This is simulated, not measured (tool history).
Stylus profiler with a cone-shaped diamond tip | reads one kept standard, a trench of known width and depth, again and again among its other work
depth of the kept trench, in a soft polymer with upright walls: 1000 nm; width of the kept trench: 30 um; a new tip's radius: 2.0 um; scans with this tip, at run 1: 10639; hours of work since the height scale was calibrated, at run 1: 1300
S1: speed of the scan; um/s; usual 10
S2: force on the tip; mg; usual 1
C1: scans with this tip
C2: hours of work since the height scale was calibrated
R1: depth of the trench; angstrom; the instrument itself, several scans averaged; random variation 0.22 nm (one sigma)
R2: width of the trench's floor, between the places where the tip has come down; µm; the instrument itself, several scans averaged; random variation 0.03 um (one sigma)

run,hour,S1,S2,C1,C2,R1,R2
1,0,10,1,10639,1300,10071.8,26.48
# hour 11: height scale calibrated on a step standard
2,32.8,10,1,10840,17,10065.4,26.49
3,60.1,10,1,11010,37,10068.1,26.45
4,87.2,10,1,11180,58,10069.8,26.47
5,112.3,10,1,11336,77,10061.5,26.45
6,147.7,10,1.25,11557,104,10079.7,26.42
7,182.8,10,1.25,11775,131,10079.4,26.47
8,224.1,10,2.65,12033,162,10129.3,26.47
9,253.6,10,1,12217,185,10068.9,26.49
10,288.2,10,0.44,12433,211,10041.4,26.48
11,309.8,5,1,12567,228,10069.1,26.45
12,350.4,10,0.98,12821,259,10066.5,26.46
13,382.3,10,0.98,13019,283,10061.2,26.53
14,406.8,39,0.35,13172,302,10039.4,26.23
15,448.5,39,0.35,13432,333,10028.1,26.27
16,478.4,7,1.21,13619,356,10076.7,26.53
17,521.2,6,1.21,13886,389,10078.5,26.44
18,556.2,22,1.36,14104,415,10081.2,26.43
19,585.1,7,0.81,14284,437,10055.9,26.49
20,619.2,4,0.99,14497,463,10068.1,26.52
21,646,7,0.37,14664,484,10034.4,26.5
22,686.3,2,0.51,14915,515,10042.4,26.48
23,713.7,2,2.48,15086,535,10124.4,26.56
24,739.4,2,2.48,15247,555,10125.7,26.52
25,771.6,3,0.42,15447,579,10036.3,26.49
26,808.8,5,2.26,15679,608,10115.5,26.52

4 ways to go on from here, each from the tool as it stands after run 26. What would each give?
A,849.6,22,2.34,15933,639,?,?
B,849.6,15,2.24,15933,639,?,?
C,849.6,9,2.26,15933,639,?,?
D,849.6,4,0.51,15933,639,?,?

run,R1,R2
A,10114.2,26.41
B,10109.8,26.45
C,10115.9,26.45
D,10041,26.5
Without the tool's hidden state the same runs would have given:
run,R1,R2
A,10114,26.42
B,10109.6,26.47
C,10115.7,26.47
D,10040.8,26.52
